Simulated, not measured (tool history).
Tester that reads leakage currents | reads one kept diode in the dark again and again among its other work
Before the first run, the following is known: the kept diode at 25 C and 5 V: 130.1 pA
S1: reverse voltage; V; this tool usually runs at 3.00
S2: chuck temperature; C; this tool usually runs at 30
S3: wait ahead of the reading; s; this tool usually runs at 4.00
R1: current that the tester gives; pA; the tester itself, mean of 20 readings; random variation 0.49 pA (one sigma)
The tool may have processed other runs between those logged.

| run | hour | S1 | S2 | S3 | R1 |
|---|---|---|---|---|---|
| 1 | 0.0 | 3.00 | 30 | 4.00 | 140.81 |
| 2 | 110.4 | 3.00 | 30 | 4.00 | 139.40 |
| 3 | 221.1 | 3.00 | 30 | 4.00 | 137.32 |
| 4 | 285.4 | 3.00 | 30 | 4.00 | 136.75 |
| 5 | 343.4 | 3.00 | 30 | 4.00 | 135.27 |
| 6 | 457.6 | 3.00 | 27 | 4.00 | 102.09 |
| 7 | 528.1 | 3.00 | 30 | 0.89 | 133.24 |
|  | 541.4 | chuck's temperature calibrated |
| 8 | 581.6 | 3.00 | 30 | 0.77 | 163.31 |
| 9 | 694.8 | 3.00 | 30 | 4.00 | 160.98 |
| 10 | 757.8 | 3.00 | 30 | 4.00 | 157.96 |
| 11 | 832.5 | 3.00 | 30 | 4.00 | 156.43 |
| 12 | 895.1 | 3.00 | 30 | 2.22 | 156.22 |
| 13 | 971.5 | 3.00 | 30 | 2.22 | 155.34 |
| 14 | 1047.6 | 5.40 | 30 | 2.22 | 200.91 |
| 15 | 1155.1 | 5.40 | 30 | 2.22 | 197.94 |
| 16 | 1263.2 | 5.40 | 30 | 2.22 | 195.30 |
| 17 | 1353.1 | 2.90 | 30 | 1.12 | 145.63 |
| 18 | 1416.2 | 2.90 | 30 | 1.12 | 144.65 |
| 19 | 1531.9 | 8.52 | 36 | 2.25 | 390.23 |
| 20 | 1609.0 | 1.70 | 58 | 2.25 | 1066.69 |
| 21 | 1699.4 | 2.52 | 21 | 0.64 | 58.80 |
| 22 | 1783.8 | 2.52 | 21 | 1.30 | 57.79 |
| 23 | 1907.9 | 12.25 | 46 | 1.44 | 996.41 |
| 24 | 2015.4 | 12.25 | 46 | 1.44 | 987.69 |

5 options for the next run, each taken on its own from the tool as it stands now. Forecast them:
|  | 2049.4 | chuck's temperature calibrated |
| A | 2128.1 | 12.25 | 46 | 3.51 | ? |
|  | 2049.4 | chuck's temperature calibrated |
| B | 2128.1 | 19.79 | 23 | 3.60 | ? |
|  | 2049.4 | chuck's temperature calibrated |
| C | 2128.1 | 14.17 | 44 | 1.95 | ? |
|  | 2049.4 | chuck's temperature calibrated |
| D | 2128.1 | 17.54 | 48 | 3.87 | ? |
|  | 2049.4 | chuck's temperature calibrated |
| E | 2128.1 | 17.92 | 46 | 1.44 | ? |

| run | R1 |
|---|---|
| A | 1145.51 |
| B | 207.55 |
| C | 1042.24 |
| D | 1578.85 |
| E | 1362.77 |
Without the tool's hidden state the same runs would have given:
| run | R1 |
|---|---|
| A | 1147.08 |
| B | 200.96 |
| C | 1042.50 |
| D | 1580.69 |
| E | 1363.29 |
